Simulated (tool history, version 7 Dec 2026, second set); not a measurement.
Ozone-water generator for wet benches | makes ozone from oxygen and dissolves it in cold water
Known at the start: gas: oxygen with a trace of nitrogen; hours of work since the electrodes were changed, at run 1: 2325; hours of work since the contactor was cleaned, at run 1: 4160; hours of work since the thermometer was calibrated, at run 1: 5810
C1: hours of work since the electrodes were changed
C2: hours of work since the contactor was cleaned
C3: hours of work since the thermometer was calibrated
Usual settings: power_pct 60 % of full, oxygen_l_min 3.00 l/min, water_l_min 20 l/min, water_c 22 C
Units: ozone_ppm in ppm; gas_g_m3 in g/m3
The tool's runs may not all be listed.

run 1 day=0.000 | power_pct=60 oxygen_l_min=3.00 water_l_min=20 water_c=22 | C1=2325 C2=4160 C3=5810 | ozone_ppm=11.2 gas_g_m3=192.8
-- day=5.204 water thermometer calibrated
run 2 day=5.204 | power_pct=60 oxygen_l_min=3.00 water_l_min=20 water_c=22 | C1=2433 C2=4268 C3=0 | ozone_ppm=10.8 gas_g_m3=193.7
run 3 day=10.108 | power_pct=60 oxygen_l_min=4.08 water_l_min=20 water_c=22 | C1=2536 C2=4371 C3=102 | ozone_ppm=12.1 gas_g_m3=173.4
run 4 day=15.242 | power_pct=60 oxygen_l_min=4.08 water_l_min=20 water_c=22 | C1=2643 C2=4478 C3=209 | ozone_ppm=11.7 gas_g_m3=174.6
run 5 day=19.279 | power_pct=61 oxygen_l_min=3.00 water_l_min=20 water_c=22 | C1=2727 C2=4562 C3=293 | ozone_ppm=11.1 gas_g_m3=195.2
run 6 day=22.279 | power_pct=60 oxygen_l_min=3.00 water_l_min=14 water_c=22 | C1=2789 C2=4624 C3=356 | ozone_ppm=15.8 gas_g_m3=193.2
run 7 day=25.542 | power_pct=60 oxygen_l_min=3.00 water_l_min=20 water_c=22 | C1=2857 C2=4692 C3=424 | ozone_ppm=10.8 gas_g_m3=193.7
run 8 day=28.462 | power_pct=60 oxygen_l_min=3.00 water_l_min=20 water_c=22 | C1=2918 C2=4753 C3=485 | ozone_ppm=11.0 gas_g_m3=192.8
run 9 day=33.912 | power_pct=78 oxygen_l_min=3.00 water_l_min=27 water_c=22 | C1=3032 C2=4867 C3=599 | ozone_ppm=9.3 gas_g_m3=230.9
run 10 day=36.725 | power_pct=60 oxygen_l_min=2.72 water_l_min=19 water_c=22 | C1=3090 C2=4926 C3=657 | ozone_ppm=11.2 gas_g_m3=196.6
run 11 day=41.942 | power_pct=80 oxygen_l_min=3.00 water_l_min=16 water_c=15 | C1=3199 C2=5034 C3=766 | ozone_ppm=18.1 gas_g_m3=234.6

Run 12 comes next. What will it give?
run 12 day=44.458 | power_pct=80 oxygen_l_min=2.18 water_l_min=22 water_c=15 | C1=3252 C2=5087 C3=818 | ozone_ppm=? gas_g_m3=?

ozone_ppm: 11.1 ppm
gas_g_m3: 260.9 g/m3
Without the tool's hidden state the same run would have given ozone_ppm 12.5 ppm, gas_g_m3 274.9 g/m3.

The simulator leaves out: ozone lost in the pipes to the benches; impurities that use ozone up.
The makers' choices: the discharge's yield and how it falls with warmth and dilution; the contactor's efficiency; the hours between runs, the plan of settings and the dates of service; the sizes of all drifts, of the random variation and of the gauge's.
